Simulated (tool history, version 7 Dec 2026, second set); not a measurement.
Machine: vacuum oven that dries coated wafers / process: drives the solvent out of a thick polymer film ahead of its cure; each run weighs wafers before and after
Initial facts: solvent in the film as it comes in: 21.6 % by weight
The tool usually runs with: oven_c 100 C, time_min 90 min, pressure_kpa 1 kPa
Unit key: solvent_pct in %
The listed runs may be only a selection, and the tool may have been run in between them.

run 1 hour=0 | oven_c=100 time_min=90 pressure_kpa=1 | solvent_pct=2.61
run 2 hour=64.1 | oven_c=100 time_min=90 pressure_kpa=1 | solvent_pct=2.59
run 3 hour=92.3 | oven_c=100 time_min=90 pressure_kpa=1 | solvent_pct=2.55
run 4 hour=125.1 | oven_c=100 time_min=90 pressure_kpa=1 | solvent_pct=2.65
run 5 hour=177.1 | oven_c=100 time_min=90 pressure_kpa=1 | solvent_pct=2.54
run 6 hour=214.1 | oven_c=100 time_min=90 pressure_kpa=1 | solvent_pct=2.64
run 7 hour=255.9 | oven_c=86 time_min=90 pressure_kpa=1 | solvent_pct=6.53
run 8 hour=297.1 | oven_c=90 time_min=90 pressure_kpa=1 | solvent_pct=5.33
run 9 hour=333.5 | oven_c=90 time_min=90 pressure_kpa=1 | solvent_pct=5.24
run 10 hour=388.9 | oven_c=90 time_min=90 pressure_kpa=1 | solvent_pct=5.38
run 11 hour=429.1 | oven_c=107 time_min=90 pressure_kpa=1 | solvent_pct=1.44
run 12 hour=473.5 | oven_c=100 time_min=90 pressure_kpa=0.74 | solvent_pct=2.64
run 13 hour=513.8 | oven_c=100 time_min=90 pressure_kpa=0.74 | solvent_pct=2.56
run 14 hour=566.9 | oven_c=100 time_min=90 pressure_kpa=2.17 | solvent_pct=3.09
run 15 hour=600.8 | oven_c=100 time_min=90 pressure_kpa=3.2 | solvent_pct=3.44
run 16 hour=643.1 | oven_c=100 time_min=90 pressure_kpa=0.51 | solvent_pct=2.54
run 17 hour=696 | oven_c=100 time_min=90 pressure_kpa=0.51 | solvent_pct=2.6
run 18 hour=741.6 | oven_c=100 time_min=90 pressure_kpa=0.51 | solvent_pct=2.63
run 19 hour=792.9 | oven_c=100 time_min=90 pressure_kpa=0.51 | solvent_pct=2.61
run 20 hour=823.1 | oven_c=100 time_min=90 pressure_kpa=0.51 | solvent_pct=2.56
run 21 hour=871.8 | oven_c=100 time_min=90 pressure_kpa=0.51 | solvent_pct=2.6
run 22 hour=897.6 | oven_c=100 time_min=90 pressure_kpa=0.51 | solvent_pct=2.6
run 23 hour=954.1 | oven_c=100 time_min=90 pressure_kpa=0.51 | solvent_pct=2.61
run 24 hour=997.9 | oven_c=100 time_min=90 pressure_kpa=3.21 | solvent_pct=3.52
run 25 hour=1060 | oven_c=100 time_min=90 pressure_kpa=3.21 | solvent_pct=3.54
run 26 hour=1119.7 | oven_c=114 time_min=161 pressure_kpa=2.84 | solvent_pct=0.79
run 27 hour=1172.8 | oven_c=114 time_min=161 pressure_kpa=2.84 | solvent_pct=0.81
run 28 hour=1229.7 | oven_c=114 time_min=161 pressure_kpa=2.84 | solvent_pct=0.82
run 29 hour=1281.2 | oven_c=114 time_min=161 pressure_kpa=2.59 | solvent_pct=0.72
run 30 hour=1319.5 | oven_c=99 time_min=124 pressure_kpa=2.59 | solvent_pct=2.43
run 31 hour=1378.7 | oven_c=88 time_min=124 pressure_kpa=3.67 | solvent_pct=5.68
run 32 hour=1428 | oven_c=109 time_min=127 pressure_kpa=0.57 | solvent_pct=0.6
run 33 hour=1464 | oven_c=109 time_min=127 pressure_kpa=0.57 | solvent_pct=0.58
run 34 hour=1523.8 | oven_c=109 time_min=48 pressure_kpa=3.26 | solvent_pct=4.51
run 35 hour=1561.4 | oven_c=109 time_min=48 pressure_kpa=3.26 | solvent_pct=4.48
run 36 hour=1601.4 | oven_c=109 time_min=48 pressure_kpa=3.26 | solvent_pct=4.55
run 37 hour=1646.2 | oven_c=100 time_min=126 pressure_kpa=1 | solvent_pct=1.59
run 38 hour=1707.2 | oven_c=88 time_min=126 pressure_kpa=0.61 | solvent_pct=4.19
run 39 hour=1749.3 | oven_c=88 time_min=126 pressure_kpa=0.61 | solvent_pct=4.22
run 40 hour=1806.4 | oven_c=88 time_min=126 pressure_kpa=0.61 | solvent_pct=4.32
-- hour=1853 oven's thermocouples calibrated
run 41 hour=1858.3 | oven_c=88 time_min=126 pressure_kpa=0.61 | solvent_pct=3.62
run 42 hour=1885.4 | oven_c=103 time_min=82 pressure_kpa=0.5 | solvent_pct=2.12
run 43 hour=1948.3 | oven_c=114 time_min=90 pressure_kpa=2.79 | solvent_pct=1.02
run 44 hour=1976.3 | oven_c=114 time_min=90 pressure_kpa=2.79 | solvent_pct=1.01
run 45 hour=2033 | oven_c=114 time_min=79 pressure_kpa=1.39 | solvent_pct=0.98
run 46 hour=2073.2 | oven_c=103 time_min=101 pressure_kpa=1.55 | solvent_pct=1.8

3 ways to go on from here, each from the tool as it stands after run 46. What would each give?
run A hour=2126.4 | oven_c=99 time_min=90 pressure_kpa=1 | solvent_pct=?
run B hour=2126.4 | oven_c=107 time_min=51 pressure_kpa=1.29 | solvent_pct=?
run C hour=2126.4 | oven_c=103 time_min=91 pressure_kpa=1.55 | solvent_pct=?

run=A solvent_pct=2.76
run=B solvent_pct=3.7
run=C solvent_pct=2.14
What these runs would have given with no unlogged condition in the tool:
run=A solvent_pct=2.56
run=B solvent_pct=3.57
run=C solvent_pct=1.95

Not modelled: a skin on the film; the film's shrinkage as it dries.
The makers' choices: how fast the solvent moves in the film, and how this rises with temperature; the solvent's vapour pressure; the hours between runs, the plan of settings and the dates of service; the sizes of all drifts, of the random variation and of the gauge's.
